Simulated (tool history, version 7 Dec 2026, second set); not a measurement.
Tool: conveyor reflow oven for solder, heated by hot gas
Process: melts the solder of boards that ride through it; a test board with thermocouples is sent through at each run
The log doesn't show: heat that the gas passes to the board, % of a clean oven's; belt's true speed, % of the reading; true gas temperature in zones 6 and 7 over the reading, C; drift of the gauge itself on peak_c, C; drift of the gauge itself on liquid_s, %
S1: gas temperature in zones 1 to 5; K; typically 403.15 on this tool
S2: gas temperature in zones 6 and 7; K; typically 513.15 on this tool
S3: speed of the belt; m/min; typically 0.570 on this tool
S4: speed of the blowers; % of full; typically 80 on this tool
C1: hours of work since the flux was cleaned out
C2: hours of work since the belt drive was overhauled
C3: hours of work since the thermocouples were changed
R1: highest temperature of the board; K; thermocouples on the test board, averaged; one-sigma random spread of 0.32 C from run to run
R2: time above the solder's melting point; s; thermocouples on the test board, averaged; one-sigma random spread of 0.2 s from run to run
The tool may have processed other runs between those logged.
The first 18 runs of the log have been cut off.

run	hour	S1	S2	S3	S4	C1	C2	C3	R1	R2
19	838.5	392.15	526.15	0.570	70	17	390	356	508.75	61.3
20	895.1	392.15	526.15	0.570	70	42	415	382	508.95	61.2
21	937.9	392.15	526.15	0.570	70	62	435	402	508.35	61.5
22	1002.7	392.15	519.15	0.653	64	91	464	431	494.55	45.6
23	1037.1	418.15	513.15	0.570	72	107	480	447	500.95	64.8
24	1099.3	396.15	511.15	0.570	72	135	508	475	495.85	55.0
25	1128.2	403.15	513.15	0.570	74	149	522	488	498.95	59.0
26	1168.0	412.15	514.15	0.502	79	167	540	506	505.05	74.5
# hour 1200.0: thermocouples of zones 6 and 7 changed
27	1234.1	412.15	514.15	0.502	79	196	569	16	505.35	74.2
28	1264.4	403.15	516.15	0.587	80	210	583	29	501.95	59.1
29	1331.2	417.15	516.15	0.570	67	240	613	60	502.55	64.9
30	1367.7	403.15	518.15	0.518	80	257	630	76	507.25	70.7

Predict each of these 4 candidate next runs independently; none follows another, all start after run 30:
A	1432.6	403.15	513.15	0.474	67	286	659	106	?	?
B	1432.6	403.15	509.15	0.518	80	286	659	106	?	?
C	1432.6	397.15	521.15	0.570	54	286	659	106	?	?
D	1432.6	392.15	522.15	0.570	80	286	659	106	?	?

run	R1	R2
A	502.85	74.2
B	498.75	65.9
C	499.45	57.3
D	507.25	60.7
With no hidden state in the tool, these same runs would have given:
run	R1	R2
A	502.95	74.2
B	498.85	65.9
C	499.55	57.3
D	507.35	60.7
